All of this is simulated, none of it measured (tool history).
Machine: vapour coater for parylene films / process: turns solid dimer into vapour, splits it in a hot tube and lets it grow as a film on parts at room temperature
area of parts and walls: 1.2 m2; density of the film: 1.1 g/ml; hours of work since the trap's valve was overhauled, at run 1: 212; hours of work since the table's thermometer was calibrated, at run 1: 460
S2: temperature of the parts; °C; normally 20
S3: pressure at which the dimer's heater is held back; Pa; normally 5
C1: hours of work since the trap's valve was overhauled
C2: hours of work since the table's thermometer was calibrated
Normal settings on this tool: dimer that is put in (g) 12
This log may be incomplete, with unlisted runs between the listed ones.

{"run": 1, "hour": 0.0, "dimer that is put in (g)": 12, "S2": 20, "S3": 5, "C1": 212, "C2": 460, "thickness of the film (µm)": 4.83}
{"run": 2, "hour": 22.8, "dimer that is put in (g)": 12, "S2": 20, "S3": 5, "C1": 222, "C2": 470, "thickness of the film (µm)": 4.76}
{"run": 3, "hour": 45.8, "dimer that is put in (g)": 12, "S2": 20, "S3": 5, "C1": 232, "C2": 481, "thickness of the film (µm)": 4.78}
{"run": 4, "hour": 87.2, "dimer that is put in (g)": 12, "S2": 20, "S3": 5, "C1": 251, "C2": 499, "thickness of the film (µm)": 4.77}
{"run": 5, "hour": 113.0, "dimer that is put in (g)": 12, "S2": 19, "S3": 5, "C1": 262, "C2": 511, "thickness of the film (µm)": 4.87}
{"run": 6, "hour": 152.3, "dimer that is put in (g)": 12, "S2": 19, "S3": 5, "C1": 280, "C2": 528, "thickness of the film (µm)": 4.85}
{"run": 7, "hour": 188.4, "dimer that is put in (g)": 6, "S2": 20, "S3": 8.42, "C1": 296, "C2": 544, "thickness of the film (µm)": 2.11}
{"run": 8, "hour": 211.5, "dimer that is put in (g)": 16, "S2": 16, "S3": 2.49, "C1": 306, "C2": 555, "thickness of the film (µm)": 8.43}
{"run": 9, "hour": 232.4, "dimer that is put in (g)": 12, "S2": 20, "S3": 8.03, "C1": 316, "C2": 564, "thickness of the film (µm)": 4.32}
{"run": 10, "hour": 260.2, "dimer that is put in (g)": 6, "S2": 20, "S3": 8.03, "C1": 328, "C2": 577, "thickness of the film (µm)": 2.15}
{"run": 11, "hour": 285.9, "dimer that is put in (g)": 12, "S2": 21, "S3": 5.92, "C1": 340, "C2": 588, "thickness of the film (µm)": 4.53}

4 ways to go on from here, each from the tool as it stands after run 11. What would each give?
{"run": "A", "hour": 306.3, "dimer that is put in (g)": 12, "S2": 14, "S3": 6.26, "C1": 349, "C2": 597, "thickness of the film (µm)": "?"}
{"run": "B", "hour": 306.3, "dimer that is put in (g)": 12, "S2": 21, "S3": 9.53, "C1": 349, "C2": 597, "thickness of the film (µm)": "?"}
{"run": "C", "hour": 306.3, "dimer that is put in (g)": 9, "S2": 20, "S3": 6.7, "C1": 349, "C2": 597, "thickness of the film (µm)": "?"}
{"run": "D", "hour": 306.3, "dimer that is put in (g)": 10, "S2": 20, "S3": 5, "C1": 349, "C2": 597, "thickness of the film (µm)": "?"}

run=A thickness_of_the_film_(µm)=5.21
run=B thickness_of_the_film_(µm)=4.01
run=C thickness_of_the_film_(µm)=3.32
run=D thickness_of_the_film_(µm)=4.03
Stripped of hidden state, with their random variation kept, the same runs would have yielded:
run=A thickness_of_the_film_(µm)=5.22
run=B thickness_of_the_film_(µm)=4.02
run=C thickness_of_the_film_(µm)=3.33
run=D thickness_of_the_film_(µm)=4.04
